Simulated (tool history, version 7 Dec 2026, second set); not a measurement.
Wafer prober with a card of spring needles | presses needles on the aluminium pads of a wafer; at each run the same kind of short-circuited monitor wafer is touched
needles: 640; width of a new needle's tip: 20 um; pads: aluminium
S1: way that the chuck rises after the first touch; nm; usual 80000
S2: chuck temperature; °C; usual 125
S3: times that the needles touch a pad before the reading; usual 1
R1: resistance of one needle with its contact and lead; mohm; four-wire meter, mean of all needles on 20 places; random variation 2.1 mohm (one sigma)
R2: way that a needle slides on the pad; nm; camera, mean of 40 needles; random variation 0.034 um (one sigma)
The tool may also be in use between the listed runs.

run   hour     S1   S2  S3   R1     R2
  1      0  80000  125   1  264  11220
       4.5  -- tips cleaned on abrasive film
  2   13.4  60000  125   1  308   8260
      15.2  -- tips cleaned on abrasive film
      25.6  -- tips cleaned on abrasive film
  3   25.6  60000  125   1  248   8310
      35.3  -- tips cleaned on abrasive film
  4   39.6  80000   53   1  241  11130
      45.3  -- tips cleaned on abrasive film
      55.6  -- tips cleaned on abrasive film
  5   59.1  80000   53   1  237  11150
      65.7  -- tips cleaned on abrasive film
  6   74.7  80000   53   1  255  11120
      76.1  -- tips cleaned on abrasive film
      86.3  -- tips cleaned on abrasive film
  7   86.3  63000   53   1  228   8590
      96.2  -- tips cleaned on abrasive film
  8  103.7  79000   27   1  250  10930
     107.2  -- tips cleaned on abrasive film
       117  -- tips cleaned on abrasive film
  9  120.5  79000   29   1  235  11000
     127.1  -- tips cleaned on abrasive film
 10  132.8  63000  125   1  282   8610
     137.4  -- tips cleaned on abrasive film
 11  142.8  99000   76   2  234  13860
     147.7  -- tips cleaned on abrasive film
 12  152.5  99000   76   2  232  13800

5 ways to go on from here, each from the tool as it stands after run 12. What would each give?
     157.7  -- tips cleaned on abrasive film
  A  161.8  70000  125   1   ?   ?
     157.7  -- tips cleaned on abrasive film
  B  161.8  81000   59   2   ?   ?
     157.7  -- tips cleaned on abrasive film
  C  161.8  70000  113   2   ?   ?
     157.7  -- tips cleaned on abrasive film
  D  161.8  83000   76   1   ?   ?
     157.7  -- tips cleaned on abrasive film
  E  161.8  99000   76   2   ?   ?

run   R1     R2
  A  264   9530
  B  233  11170
  C  249   9570
  D  245  11440
  E  231  13780
Without the tool's hidden state the same runs would have given:
run   R1     R2
  A  237  10120
  B  219  11760
  C  232  10150
  D  224  12020
  E  221  14360

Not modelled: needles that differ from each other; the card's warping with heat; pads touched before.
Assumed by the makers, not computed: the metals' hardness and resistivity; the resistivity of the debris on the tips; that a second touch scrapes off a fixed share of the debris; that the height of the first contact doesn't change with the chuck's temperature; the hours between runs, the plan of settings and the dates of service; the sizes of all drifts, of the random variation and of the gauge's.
